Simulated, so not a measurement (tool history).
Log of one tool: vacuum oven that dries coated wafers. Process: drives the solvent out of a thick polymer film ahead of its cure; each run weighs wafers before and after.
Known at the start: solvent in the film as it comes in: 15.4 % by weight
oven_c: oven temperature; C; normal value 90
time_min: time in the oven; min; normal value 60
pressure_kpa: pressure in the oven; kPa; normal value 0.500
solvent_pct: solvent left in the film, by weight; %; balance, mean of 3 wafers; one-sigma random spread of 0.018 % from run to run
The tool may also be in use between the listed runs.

Run 1, hour 0.0: usual settings. Result: solvent_pct 0.68 %.
Run 2, hour 13.7: usual settings but oven_c 79 C. Result: solvent_pct 2.11 %.
Run 3, hour 21.3: usual settings but oven_c 79 C. Result: solvent_pct 2.14 %.
Run 4, hour 30.8: usual settings but oven_c 79 C, pressure_kpa 0.409 kPa. Result: solvent_pct 2.06 %.
Run 5, hour 39.4: usual settings but oven_c 79 C, pressure_kpa 0.409 kPa. Result: solvent_pct 2.07 %.
Run 6, hour 51.6: usual settings but pressure_kpa 0.919 kPa. Result: solvent_pct 0.91 %.
Run 7, hour 67.6: usual settings but pressure_kpa 0.919 kPa. Result: solvent_pct 0.92 %.
Run 8, hour 84.2: usual settings but oven_c 99 C, pressure_kpa 0.919 kPa. Result: solvent_pct 0.45 %.
Run 9, hour 98.0: usual settings but oven_c 85 C. Result: solvent_pct 1.18 %.
Run 10, hour 111.7: usual settings but oven_c 82 C. Result: solvent_pct 1.60 %.
Run 11, hour 121.4: usual settings but oven_c 82 C. Result: solvent_pct 1.60 %.
Run 12, hour 129.4: usual settings but oven_c 82 C. Result: solvent_pct 1.58 %.
Run 13, hour 144.8: usual settings but oven_c 104 C. Result: solvent_pct 0.20 %.
Run 14, hour 152.5: usual settings but oven_c 104 C. Result: solvent_pct 0.16 %.
Run 15, hour 166.7: usual settings but oven_c 104 C. Result: solvent_pct 0.17 %.
Run 16, hour 177.8: usual settings. Result: solvent_pct 0.70 %.
Run 17, hour 192.9: usual settings. Result: solvent_pct 0.70 %.
Run 18, hour 207.3: usual settings but oven_c 89 C, pressure_kpa 0.707 kPa. Result: solvent_pct 0.88 %.
Run 19, hour 216.3: usual settings but oven_c 87 C, time_min 81 min, pressure_kpa 1.108 kPa. Result: solvent_pct 0.89 %.
Run 20, hour 226.9: usual settings but oven_c 84 C. Result: solvent_pct 1.33 %.
Run 21, hour 244.3: usual settings but oven_c 91 C. Result: solvent_pct 0.59 %.
Run 22, hour 255.9: usual settings but oven_c 91 C. Result: solvent_pct 0.59 %.
Run 23, hour 267.6: usual settings but oven_c 96 C, pressure_kpa 1.056 kPa. Result: solvent_pct 0.59 %.
Run 24, hour 281.4: usual settings but oven_c 96 C, pressure_kpa 1.056 kPa. Result: solvent_pct 0.58 %.
Run 25, hour 291.7: usual settings but oven_c 96 C, pressure_kpa 1.056 kPa. Result: solvent_pct 0.61 %.
Run 26, hour 306.8: usual settings but oven_c 96 C, pressure_kpa 1.056 kPa. Result: solvent_pct 0.59 %.
Run 27, hour 316.4: usual settings but oven_c 95 C, time_min 41 min, pressure_kpa 0.255 kPa. Result: solvent_pct 0.76 %.
Run 28, hour 326.9: usual settings but time_min 39 min, pressure_kpa 0.640 kPa. Result: solvent_pct 1.65 %.
Run 29, hour 334.8: usual settings but time_min 39 min, pressure_kpa 0.640 kPa. Result: solvent_pct 1.68 %.
Run 30, hour 348.8: usual settings but oven_c 86 C, time_min 100 min, pressure_kpa 1.026 kPa. Result: solvent_pct 0.76 %.
Run 31, hour 358.0: usual settings but time_min 39 min, pressure_kpa 1.535 kPa. Result: solvent_pct 2.15 %.
Run 32, hour 372.3: usual settings but oven_c 83 C, time_min 35 min, pressure_kpa 1.600 kPa. Result: solvent_pct 3.94 %.
Run 33, hour 381.8: usual settings but pressure_kpa 1.398 kPa. Result: solvent_pct 1.13 %.

3 options for the next run, each taken on its own from the tool as it stands now. Forecast them:
Run A, hour 392.0: usual settings but oven_c 94 C, time_min 71 min, pressure_kpa 1.294 kPa. Result: solvent_pct ?.
Run B, hour 392.0: usual settings but oven_c 77 C, pressure_kpa 0.710 kPa. Result: solvent_pct ?.
Run C, hour 392.0: usual settings but oven_c 81 C. Result: solvent_pct ?.

run  solvent_pct
  A         0.71
  B         2.67
  C         1.77
Stripped of hidden state, with their random variation kept, the same runs would have yielded:
run  solvent_pct
  A         0.71
  B         2.68
  C         1.77
